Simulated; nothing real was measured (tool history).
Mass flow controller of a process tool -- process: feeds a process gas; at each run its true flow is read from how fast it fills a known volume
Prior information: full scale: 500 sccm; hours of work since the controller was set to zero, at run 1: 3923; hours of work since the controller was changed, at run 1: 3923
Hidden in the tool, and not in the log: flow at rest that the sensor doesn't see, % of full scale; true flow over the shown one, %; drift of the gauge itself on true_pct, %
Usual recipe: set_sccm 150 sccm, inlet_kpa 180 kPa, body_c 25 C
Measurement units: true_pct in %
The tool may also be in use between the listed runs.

run,hour,set_sccm,inlet_kpa,body_c,hours of work since the controller was set to zero,hours of work since the controller was changed,true_pct
1,0.0,150,180,25,3923,3923,98.74
2,251.1,150,180,25,4024,4024,98.82
3,520.9,150,180,25,4131,4131,98.75
4,981.4,150,232,25,4315,4315,98.55
5,1411.8,150,180,25,4487,4487,98.76
6,1717.1,150,180,25,4609,4609,98.78
7,2072.4,150,180,25,4750,4750,98.79
8,2316.9,150,180,25,4848,4848,98.84
9,2774.4,102,180,25,5031,5031,99.62
10,3033.7,102,180,25,5134,5134,99.64
11,3411.0,102,141,25,5285,5285,99.72
12,3718.9,102,141,25,5408,5408,99.94
13,3983.9,150,245,25,5513,5513,98.54
14,4281.4,150,245,25,5632,5632,98.62
15,4583.5,150,245,25,5753,5753,98.58
16,4805.2,367,245,25,5841,5841,98.29
17,5130.9,367,245,25,5971,5971,98.28
18,5460.3,230,245,25,6102,6102,98.16
19,5808.7,261,185,24,6242,6242,98.41
20,6188.0,150,215,25,6393,6393,98.66
21,6561.3,130,159,25,6542,6542,99.32
22,6801.3,150,257,33,6638,6638,98.80
23,7071.1,218,222,30,6745,6745,98.43
24,7276.3,218,222,30,6827,6827,98.28
25,7565.3,316,249,23,6943,6943,97.84
26,7823.7,133,180,25,7046,7046,99.30
27,8024.3,99,171,27,7126,7126,100.36
28,8235.3,99,171,27,7210,7210,100.28
29,8646.8,171,180,25,7374,7374,98.74
30,8955.7,334,193,25,7497,7497,98.16
# hour 9362.4: controller's zero set anew
31,9450.6,334,193,25,35,7695,96.85
32,9941.7,371,260,25,231,7891,96.70
33,10271.8,150,180,37,363,8023,96.57
34,10590.1,144,180,25,490,8150,96.24

What if the next run were any one of these 4? Each begins from the tool's condition after run 34:
A,10821.5,150,154,25,582,8242,?
B,10821.5,53,240,21,582,8242,?
C,10821.5,182,263,26,582,8242,?
D,10821.5,93,248,20,582,8242,?

run,true_pct
A,96.24
B,96.21
C,95.99
D,95.74
Had the tool no hidden state, the same runs would have come out as:
run,true_pct
A,98.50
B,97.77
C,98.32
D,97.76
